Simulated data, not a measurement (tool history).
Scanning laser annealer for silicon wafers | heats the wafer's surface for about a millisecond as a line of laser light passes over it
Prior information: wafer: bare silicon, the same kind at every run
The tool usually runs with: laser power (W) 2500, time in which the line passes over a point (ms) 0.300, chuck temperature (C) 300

run	day	laser power (W)	time in which the line passes over a point (ms)	chuck temperature (C)	highest temperature of the surface (C)
1	0.000	2500	0.300	300	1114
2	1.121	2327	0.300	300	1061
3	2.138	2327	0.300	300	1061
4	3.575	2327	0.300	300	1060
# day 4.179: optics aligned, line set to its width
5	5.308	2327	0.300	300	1068
6	6.246	2327	0.300	300	1069
7	7.079	2500	0.300	300	1121
8	8.383	2500	0.300	310	1128
9	9.812	2500	0.271	261	1035
10	11.304	2686	0.271	304	1131
11	12.408	2548	0.301	290	1126
# day 12.850: window over the wafer cleaned
12	13.450	2591	0.300	303	1167

Run 13, settings as shown, results not yet in. Your forecast:
13	14.817	2591	0.300	303	?

{"run 13": {"highest temperature of the surface (C)": 1170}}
Minus the tool's unlogged condition, the same run would have read highest temperature of the surface (C) 1170.
